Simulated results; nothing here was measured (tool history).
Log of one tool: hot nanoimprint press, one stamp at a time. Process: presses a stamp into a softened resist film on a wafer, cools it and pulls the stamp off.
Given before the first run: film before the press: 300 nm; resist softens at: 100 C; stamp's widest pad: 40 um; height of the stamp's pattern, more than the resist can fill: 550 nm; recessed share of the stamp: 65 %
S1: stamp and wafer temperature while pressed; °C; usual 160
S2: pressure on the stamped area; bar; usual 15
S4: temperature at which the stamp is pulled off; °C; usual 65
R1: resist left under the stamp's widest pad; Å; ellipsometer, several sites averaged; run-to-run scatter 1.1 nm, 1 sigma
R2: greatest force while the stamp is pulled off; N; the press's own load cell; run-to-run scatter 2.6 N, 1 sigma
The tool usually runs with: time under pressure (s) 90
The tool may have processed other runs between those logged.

{"run": 1, "hour": 0.0, "S1": 160, "S2": 15, "time under pressure (s)": 90, "S4": 65, "R1": 1689, "R2": 142}
{"run": 2, "hour": 5.3, "S1": 160, "S2": 18.3, "time under pressure (s)": 90, "S4": 65, "R1": 1567, "R2": 142}
{"run": 3, "hour": 10.9, "S1": 160, "S2": 15, "time under pressure (s)": 90, "S4": 65, "R1": 1713, "R2": 142}
{"run": 4, "hour": 16.5, "S1": 160, "S2": 15, "time under pressure (s)": 90, "S4": 65, "R1": 1713, "R2": 145}
{"run": 5, "hour": 26.6, "S1": 160, "S2": 15, "time under pressure (s)": 90, "S4": 65, "R1": 1706, "R2": 139}
{"run": 6, "hour": 36.3, "S1": 155, "S2": 11.2, "time under pressure (s)": 64, "S4": 65, "R1": 2427, "R2": 143}
{"run": 7, "hour": 43.3, "S1": 161, "S2": 20.1, "time under pressure (s)": 57, "S4": 65, "R1": 1661, "R2": 148}
{"hour": 46.9, "done": "plate thermocouple calibrated"}
{"run": 8, "hour": 53.9, "S1": 161, "S2": 20.1, "time under pressure (s)": 57, "S4": 65, "R1": 1656, "R2": 143}
{"run": 9, "hour": 60.7, "S1": 161, "S2": 20.1, "time under pressure (s)": 49, "S4": 58, "R1": 1752, "R2": 153}
{"run": 10, "hour": 68.0, "S1": 151, "S2": 21.2, "time under pressure (s)": 84, "S4": 65, "R1": 2238, "R2": 141}

5 options for the next run, each taken on its own from the tool as it stands now. Forecast them:
{"hour": 80.5, "done": "plate thermocouple calibrated, once more"}
{"run": "A", "hour": 83.1, "S1": 160, "S2": 14.4, "time under pressure (s)": 90, "S4": 65, "R1": "?", "R2": "?"}
{"hour": 80.5, "done": "plate thermocouple calibrated, once more"}
{"run": "B", "hour": 83.1, "S1": 151, "S2": 21.2, "time under pressure (s)": 84, "S4": 71, "R1": "?", "R2": "?"}
{"hour": 80.5, "done": "plate thermocouple calibrated, once more"}
{"run": "C", "hour": 83.1, "S1": 153, "S2": 15, "time under pressure (s)": 103, "S4": 69, "R1": "?", "R2": "?"}
{"hour": 80.5, "done": "plate thermocouple calibrated, once more"}
{"run": "D", "hour": 83.1, "S1": 160, "S2": 15, "time under pressure (s)": 90, "S4": 61, "R1": "?", "R2": "?"}
{"hour": 80.5, "done": "plate thermocouple calibrated, once more"}
{"run": "E", "hour": 83.1, "S1": 151, "S2": 21.2, "time under pressure (s)": 165, "S4": 54, "R1": "?", "R2": "?"}

run=A R1=1705 R2=146
run=B R1=2176 R2=130
run=C R1=2144 R2=132
run=D R1=1671 R2=148
run=E R1=1807 R2=155
The same runs, with their run-to-run variation unchanged, on a tool lacking any hidden condition would have given:
run=A R1=1706 R2=121
run=B R1=2177 R2=108
run=C R1=2145 R2=110
run=D R1=1672 R2=123
run=E R1=1808 R2=129

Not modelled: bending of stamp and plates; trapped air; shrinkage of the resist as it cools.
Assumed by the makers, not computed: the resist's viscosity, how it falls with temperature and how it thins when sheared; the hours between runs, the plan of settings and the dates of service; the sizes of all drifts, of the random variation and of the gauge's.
